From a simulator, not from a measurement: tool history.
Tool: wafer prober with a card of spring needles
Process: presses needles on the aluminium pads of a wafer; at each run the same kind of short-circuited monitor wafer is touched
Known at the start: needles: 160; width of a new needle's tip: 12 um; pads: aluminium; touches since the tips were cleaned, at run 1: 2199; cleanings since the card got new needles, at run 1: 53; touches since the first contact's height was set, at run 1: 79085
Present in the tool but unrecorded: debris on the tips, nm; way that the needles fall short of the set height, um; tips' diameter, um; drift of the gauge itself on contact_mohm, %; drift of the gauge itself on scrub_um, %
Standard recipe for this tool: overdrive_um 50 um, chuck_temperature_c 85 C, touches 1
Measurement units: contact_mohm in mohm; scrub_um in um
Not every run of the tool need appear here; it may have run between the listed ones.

run,hour,overdrive_um,chuck_temperature_c,touches,touches since the tips were cleaned,cleanings since the card got new needles,touches since the first contact's height was set,contact_mohm,scrub_um
1,0,50,85,1,2199,53,79085,250,12.88
# hour 9: tips cleaned on abrasive film
2,21.9,50,85,2,4260,54,86290,251,12.82
# hour 23.5: tips cleaned on abrasive film
# hour 38: tips cleaned on abrasive film
3,38,43,85,1,0,56,91583,257,11.08
# hour 52.9: tips cleaned on abrasive film
4,53.3,43,85,1,111,57,96588,258,10.99
# hour 64.9: height of the first contact set anew
# hour 68.3: tips cleaned on abrasive film
5,72.5,43,85,1,1409,58,2508,257,11.01
# hour 82.5: tips cleaned on abrasive film
6,94.4,43,85,1,3964,59,9729,258,10.97
# hour 96.7: tips cleaned on abrasive film
# hour 112.4: tips cleaned on abrasive film
7,115,43,85,1,859,61,16481,260,11.02
# hour 127.5: tips cleaned on abrasive film
8,137.3,43,85,1,3255,62,23828,260,10.99
# hour 142.1: tips cleaned on abrasive film
9,152.8,43,85,1,3548,63,28930,258,10.94
# hour 157.4: tips cleaned on abrasive film
# hour 172.4: tips cleaned on abrasive film
10,178.8,43,85,1,2102,65,37456,257,10.95
# hour 186.9: tips cleaned on abrasive film
11,199.2,50,30,1,4077,66,44174,238,12.63
# hour 202.3: tips cleaned on abrasive film
# hour 217.9: tips cleaned on abrasive film
12,218.4,40,85,1,171,68,50488,264,10.13
# hour 232.4: tips cleaned on abrasive film
13,232.4,40,85,1,0,69,55059,261,10.12
# hour 246.6: tips cleaned on abrasive film
14,252.8,50,85,2,2022,70,61782,254,12.62
# hour 261.7: tips cleaned on abrasive film
15,273.8,50,85,2,4011,71,68706,251,12.61
# hour 276.2: tips cleaned on abrasive film
# hour 291.6: tips cleaned on abrasive film
16,294.4,50,85,1,941,73,75471,255,12.53
# hour 306: tips cleaned on abrasive film
17,312.4,50,110,2,2146,74,81411,261,12.6
# hour 322.4: tips cleaned on abrasive film
18,330.7,47,49,2,2758,75,87417,243,11.81
# hour 338.5: tips cleaned on abrasive film
# hour 353.2: tips cleaned on abrasive film
19,353.2,47,49,2,0,77,94794,243,11.82
# hour 369: tips cleaned on abrasive film
# hour 370.9: height of the first contact set anew
20,372.9,51,85,1,1197,78,669,254,12.72
# hour 384.8: gauge calibrated
# hour 384.9: tips cleaned on abrasive film
# hour 399.1: tips cleaned on abrasive film
21,399.1,33,30,3,0,80,9290,247,8.48
# hour 414.7: tips cleaned on abrasive film
22,416.4,41,52,2,552,81,14981,250,10.56
# hour 429.4: tips cleaned on abrasive film
23,437.6,39,56,1,2701,82,21950,253,10.04
# hour 443.6: tips cleaned on abrasive film
# hour 458.2: tips cleaned on abrasive film
24,462.2,50,85,2,1311,84,30033,248,12.82
# hour 473.8: tips cleaned on abrasive film
25,481.6,50,66,1,2587,85,36428,247,12.77
# hour 488.4: tips cleaned on abrasive film
26,498,58,68,1,3161,86,41824,247,14.79
# hour 503.8: tips cleaned on abrasive film
27,517.6,58,68,1,4566,87,48280,241,14.72
# hour 519.5: tips cleaned on abrasive film
# hour 535.9: tips cleaned on abrasive film
28,542,58,35,2,2026,89,56293,235,14.72
# hour 550.4: tips cleaned on abrasive film
29,554.8,58,115,1,1444,90,60498,253,14.66
# hour 564.9: tips cleaned on abrasive film
30,572.4,37,115,1,2485,91,66300,278,9.42
# hour 580.2: tips cleaned on abrasive film
# hour 594.8: tips cleaned on abrasive film
31,594.8,50,85,2,0,93,73636,250,12.64

Describe how what the log doesn't record of the tool's condition differs between the last listed run preceding each entry between runs and the first listed run following it.
Between runs 1 and 2: tips cleaned on abrasive film (hour 9)
  drift of the gauge itself on scrub_um, %: 0 -> -0.15
  measured result minus the result with no hidden state, scrub_um: +0 -> -0.02 um
Between runs 2 and 3: tips cleaned on abrasive film (hour 23.5); tips cleaned on abrasive film (hour 38)
  debris on the tips, nm: 0.1 -> 0; drift of the gauge itself on scrub_um, %: -0.15 -> -0.26
  measured result minus the result with no hidden state, scrub_um: -0.02 -> -0.03 um
Between runs 3 and 4: tips cleaned on abrasive film (hour 52.9)
  drift of the gauge itself on scrub_um, %: -0.26 -> -0.37
  measured result minus the result with no hidden state, scrub_um: -0.03 -> -0.04 um
Between runs 4 and 5: height of the first contact set anew (hour 64.9); tips cleaned on abrasive film (hour 68.3)
  drift of the gauge itself on scrub_um, %: -0.37 -> -0.5
  measured result minus the result with no hidden state, scrub_um: -0.04 -> -0.05 um
Between runs 5 and 6: tips cleaned on abrasive film (hour 82.5)
  debris on the tips, nm: 0 -> 0.1; drift of the gauge itself on scrub_um, %: -0.5 -> -0.65
  measured result minus the result with no hidden state, scrub_um: -0.05 -> -0.07 um
Between runs 6 and 7: tips cleaned on abrasive film (hour 96.7); tips cleaned on abrasive film (hour 112.4)
  debris on the tips, nm: 0.1 -> 0; drift of the gauge itself on scrub_um, %: -0.65 -> -0.79
  measured result minus the result with no hidden state, scrub_um: -0.07 -> -0.09 um
Between runs 7 and 8: tips cleaned on abrasive film (hour 127.5)
  debris on the tips, nm: 0 -> 0.1; drift of the gauge itself on scrub_um, %: -0.79 -> -0.94
  measured result minus the result with no hidden state, scrub_um: -0.09 -> -0.1 um
Between runs 8 and 9: tips cleaned on abrasive film (hour 142.1)
  drift of the gauge itself on scrub_um, %: -0.94 -> -1.05
  measured result minus the result with no hidden state, scrub_um: -0.1 -> -0.11 um
Between runs 9 and 10: tips cleaned on abrasive film (hour 157.4); tips cleaned on abrasive film (hour 172.4)
  drift of the gauge itself on scrub_um, %: -1.05 -> -1.23
  measured result minus the result with no hidden state, scrub_um: -0.11 -> -0.14 um
Between runs 10 and 11: tips cleaned on abrasive film (hour 186.9)
  drift of the gauge itself on scrub_um, %: -1.23 -> -1.37
  measured result minus the result with no hidden state, scrub_um: -0.14 -> -0.17 um
Between runs 11 and 12: tips cleaned on abrasive film (hour 202.3); tips cleaned on abrasive film (hour 217.9)
  debris on the tips, nm: 0.1 -> 0; drift of the gauge itself on scrub_um, %: -1.37 -> -1.5
  measured result minus the result with no hidden state, scrub_um: -0.17 -> -0.16 um
Between runs 12 and 13: tips cleaned on abrasive film (hour 232.4)
  drift of the gauge itself on scrub_um, %: -1.5 -> -1.6
  measured result minus the result with no hidden state, scrub_um: -0.16 -> -0.16 um
Between runs 13 and 14: tips cleaned on abrasive film (hour 246.6)
  debris on the tips, nm: 0 -> 0.1; drift of the gauge itself on scrub_um, %: -1.6 -> -1.74
  measured result minus the result with no hidden state, scrub_um: -0.16 -> -0.23 um
Between runs 14 and 15: tips cleaned on abrasive film (hour 261.7)
  drift of the gauge itself on scrub_um, %: -1.74 -> -1.88
  measured result minus the result with no hidden state, scrub_um: -0.23 -> -0.25 um
Between runs 15 and 16: tips cleaned on abrasive film (hour 276.2); tips cleaned on abrasive film (hour 291.6)
  debris on the tips, nm: 0.1 -> 0; drift of the gauge itself on scrub_um, %: -1.88 -> -2.02
  measured result minus the result with no hidden state, scrub_um: -0.25 -> -0.26 um
Between runs 16 and 17: tips cleaned on abrasive film (hour 306)
  debris on the tips, nm: 0 -> 0.1; drift of the gauge itself on scrub_um, %: -2.02 -> -2.15
  measured result minus the result with no hidden state, scrub_um: -0.26 -> -0.28 um
Between runs 17 and 18: tips cleaned on abrasive film (hour 322.4)
  drift of the gauge itself on scrub_um, %: -2.15 -> -2.27
  measured result minus the result with no hidden state, scrub_um: -0.28 -> -0.28 um
Between runs 18 and 19: tips cleaned on abrasive film (hour 338.5); tips cleaned on abrasive film (hour 353.2)
  debris on the tips, nm: 0.1 -> 0; drift of the gauge itself on scrub_um, %: -2.27 -> -2.43
  measured result minus the result with no hidden state, scrub_um: -0.28 -> -0.3 um
Between runs 19 and 20: tips cleaned on abrasive film (hour 369); height of the first contact set anew (hour 370.9)
  debris on the tips, nm: 0 -> 0.1; drift of the gauge itself on scrub_um, %: -2.43 -> -2.56
  measured result minus the result with no hidden state, scrub_um: -0.3 -> -0.34 um
Between runs 20 and 21: gauge calibrated (hour 384.8); tips cleaned on abrasive film (hour 384.9); tips cleaned on abrasive film (hour 399.1)
  debris on the tips, nm: 0.1 -> 0; drift of the gauge itself on scrub_um, %: -2.56 -> -0.1
  measured result minus the result with no hidden state, scrub_um: -0.34 -> -0.01 um
Between runs 21 and 22: tips cleaned on abrasive film (hour 414.7)
  drift of the gauge itself on scrub_um, %: -0.1 -> -0.22
  measured result minus the result with no hidden state, scrub_um: -0.01 -> -0.02 um
Between runs 22 and 23: tips cleaned on abrasive film (hour 429.4)
  debris on the tips, nm: 0 -> 0.1; drift of the gauge itself on scrub_um, %: -0.22 -> -0.36
  measured result minus the result with no hidden state, scrub_um: -0.02 -> -0.04 um
Between runs 23 and 24: tips cleaned on abrasive film (hour 443.6); tips cleaned on abrasive film (hour 458.2)
  drift of the gauge itself on scrub_um, %: -0.36 -> -0.53
  measured result minus the result with no hidden state, scrub_um: -0.04 -> -0.07 um
Between runs 24 and 25: tips cleaned on abrasive film (hour 473.8)
  drift of the gauge itself on scrub_um, %: -0.53 -> -0.67
  measured result minus the result with no hidden state, scrub_um: -0.07 -> -0.09 um
Between runs 25 and 26: tips cleaned on abrasive film (hour 488.4)
  drift of the gauge itself on scrub_um, %: -0.67 -> -0.78
  measured result minus the result with no hidden state, scrub_um: -0.09 -> -0.11 um
Between runs 26 and 27: tips cleaned on abrasive film (hour 503.8)
  drift of the gauge itself on scrub_um, %: -0.78 -> -0.91
  measured result minus the result with no hidden state, scrub_um: -0.11 -> -0.13 um
Between runs 27 and 28: tips cleaned on abrasive film (hour 519.5); tips cleaned on abrasive film (hour 535.9)
  drift of the gauge itself on scrub_um, %: -0.91 -> -1.08
  measured result minus the result with no hidden state, scrub_um: -0.13 -> -0.16 um
Between runs 28 and 29: tips cleaned on abrasive film (hour 550.4)
  drift of the gauge itself on scrub_um, %: -1.08 -> -1.17
  measured result minus the result with no hidden state, scrub_um: -0.16 -> -0.18 um
Between runs 29 and 30: tips cleaned on abrasive film (hour 564.9)
  drift of the gauge itself on scrub_um, %: -1.17 -> -1.29
  measured result minus the result with no hidden state, scrub_um: -0.18 -> -0.12 um
Between runs 30 and 31: tips cleaned on abrasive film (hour 580.2); tips cleaned on abrasive film (hour 594.8)
  debris on the tips, nm: 0.1 -> 0; drift of the gauge itself on scrub_um, %: -1.29 -> -1.44
  measured result minus the result with no hidden state, scrub_um: -0.12 -> -0.18 um
